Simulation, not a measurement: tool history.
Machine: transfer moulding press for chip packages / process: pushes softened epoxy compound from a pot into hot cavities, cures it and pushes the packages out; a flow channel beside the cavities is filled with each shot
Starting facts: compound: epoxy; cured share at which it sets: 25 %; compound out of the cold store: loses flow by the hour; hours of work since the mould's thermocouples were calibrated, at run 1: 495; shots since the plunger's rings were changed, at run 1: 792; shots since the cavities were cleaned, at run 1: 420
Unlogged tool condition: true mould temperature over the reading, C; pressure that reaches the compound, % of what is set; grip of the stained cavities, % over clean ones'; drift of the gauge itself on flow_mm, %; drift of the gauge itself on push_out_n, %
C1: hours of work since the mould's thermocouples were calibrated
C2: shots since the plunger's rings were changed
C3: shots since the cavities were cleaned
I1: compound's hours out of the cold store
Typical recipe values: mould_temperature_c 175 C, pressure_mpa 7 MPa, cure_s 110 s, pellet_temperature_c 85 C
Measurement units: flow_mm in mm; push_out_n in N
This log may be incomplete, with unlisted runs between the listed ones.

Run 1, hour 0: usual settings; C1 495; C2 792; C3 420; I1 30.4. Result: flow_mm 844 mm, push_out_n 397 N.
Run 2, hour 33.1: usual settings; C1 513; C2 1073; C3 701; I1 35. Result: flow_mm 820 mm, push_out_n 407 N.
At hour 40.7: cavities cleaned with cleaning compound and waxed.
Run 3, hour 53.4: usual settings but pellet_temperature_c 92 C; C1 523; C2 1233; C3 109; I1 39.8. Result: flow_mm 793 mm, push_out_n 342 N.
Run 4, hour 74.7: usual settings but pellet_temperature_c 92 C; C1 534; C2 1414; C3 290; I1 21. Result: flow_mm 881 mm, push_out_n 368 N.
Run 5, hour 99.2: usual settings; C1 547; C2 1621; C3 497; I1 29. Result: flow_mm 845 mm, push_out_n 396 N.
Run 6, hour 118.2: usual settings; C1 557; C2 1783; C3 659; I1 8.1. Result: flow_mm 949 mm, push_out_n 413 N.
At hour 131.3: cavities cleaned with cleaning compound and waxed.
Run 7, hour 143.8: usual settings; C1 570; C2 1987; C3 106; I1 36.2. Result: flow_mm 807 mm, push_out_n 320 N.
Run 8, hour 165.9: usual settings; C1 582; C2 2175; C3 294; I1 38.8. Result: flow_mm 791 mm, push_out_n 361 N.
Run 9, hour 184.3: usual settings but mould_temperature_c 168 C; C1 591; C2 2332; C3 451; I1 44.7. Result: flow_mm 792 mm, push_out_n 509 N.
Run 10, hour 217.1: usual settings but mould_temperature_c 168 C; C1 609; C2 2610; C3 729; I1 38.4. Result: flow_mm 819 mm, push_out_n 517 N.
At hour 221.4: cavities cleaned with cleaning compound and waxed.
Run 11, hour 246.5: usual settings; C1 624; C2 2846; C3 213; I1 24.5. Result: flow_mm 854 mm, push_out_n 331 N.
Run 12, hour 266.3: usual settings; C1 634; C2 3015; C3 382; I1 36. Result: flow_mm 801 mm, push_out_n 383 N.
Run 13, hour 283.7: usual settings but mould_temperature_c 173 C, pressure_mpa 8.23 MPa; C1 643; C2 3162; C3 529; I1 13.4. Result: flow_mm 993 mm, push_out_n 416 N.
At hour 313.1: cavities cleaned with cleaning compound and waxed.
Run 14, hour 321.2: usual settings but mould_temperature_c 179 C, pressure_mpa 6.19 MPa, cure_s 134 s, pellet_temperature_c 86 C; C1 663; C2 3468; C3 68; I1 37.3. Result: flow_mm 729 mm, push_out_n 285 N.
Run 15, hour 346: usual settings but mould_temperature_c 179 C, pressure_mpa 6.19 MPa, cure_s 134 s, pellet_temperature_c 86 C; C1 676; C2 3679; C3 279; I1 36.1. Result: flow_mm 733 mm, push_out_n 330 N.
Run 16, hour 361: usual settings but pressure_mpa 5.26 MPa, cure_s 101 s, pellet_temperature_c 94 C; C1 684; C2 3806; C3 406; I1 33.6. Result: flow_mm 700 mm, push_out_n 383 N.
Run 17, hour 380.7: usual settings but mould_temperature_c 180 C, pressure_mpa 7.39 MPa, cure_s 103 s, pellet_temperature_c 76 C; C1 694; C2 3973; C3 573; I1 33.9. Result: flow_mm 808 mm, push_out_n 383 N.
At hour 404.6: cavities cleaned with cleaning compound and waxed.
Run 18, hour 414.4: usual settings but mould_temperature_c 179 C, cure_s 143 s; C1 711; C2 4247; C3 84; I1 16.7. Result: flow_mm 867 mm, push_out_n 295 N.
Run 19, hour 447.7: usual settings but mould_temperature_c 179 C, cure_s 143 s; C1 729; C2 4530; C3 367; I1 45.7. Result: flow_mm 739 mm, push_out_n 345 N.
At hour 471.5: mould's thermocouples calibrated.
At hour 474: plunger's sealing rings changed.
Run 20, hour 477.1: usual settings but mould_temperature_c 169 C, pressure_mpa 8.68 MPa, cure_s 100 s, pellet_temperature_c 88 C; C1 2; C2 26; C3 578; I1 29.1. Result: flow_mm 981 mm, push_out_n 625 N.
At hour 500.6: cavities cleaned with cleaning compound and waxed.
Run 21, hour 514: usual settings but mould_temperature_c 169 C, pressure_mpa 8.68 MPa, cure_s 100 s, pellet_temperature_c 88 C; C1 20; C2 327; C3 114; I1 46.4. Result: flow_mm 883 mm, push_out_n 482 N.
Run 22, hour 537.7: usual settings but cure_s 142 s; C1 33; C2 527; C3 314; I1 41.8. Result: flow_mm 790 mm, push_out_n 343 N.

Forecast each of these 5 alternatives for the next run:
Run A, hour 553.2: usual settings but mould_temperature_c 171 C, pressure_mpa 7.75 MPa, cure_s 95 s; C1 41; C2 660; C3 447; I1 28. Result: flow_mm ?, push_out_n ?.
Run B, hour 553.2: usual settings but mould_temperature_c 177 C, cure_s 92 s, pellet_temperature_c 89 C; C1 41; C2 660; C3 447; I1 34.8. Result: flow_mm ?, push_out_n ?.
Run C, hour 553.2: usual settings but mould_temperature_c 178 C, cure_s 101 s, pellet_temperature_c 76 C; C1 41; C2 660; C3 447; I1 42.3. Result: flow_mm ?, push_out_n ?.
Run D, hour 553.2: usual settings but cure_s 142 s, pellet_temperature_c 88 C; C1 41; C2 660; C3 447; I1 44.7. Result: flow_mm ?, push_out_n ?.
Run E, hour 553.2: usual settings but mould_temperature_c 182 C, cure_s 146 s, pellet_temperature_c 89 C; C1 41; C2 660; C3 447; I1 40.7. Result: flow_mm ?, push_out_n ?.

run  flow_mm  push_out_n
  A      917         581
  B      812         426
  C      779         389
  D      779         374
  E      769         364
Stripped of hidden state, with their random variation kept, the same runs would have yielded:
run  flow_mm  push_out_n
  A      925         432
  B      819         315
  C      786         289
  D      786         279
  E      776         271
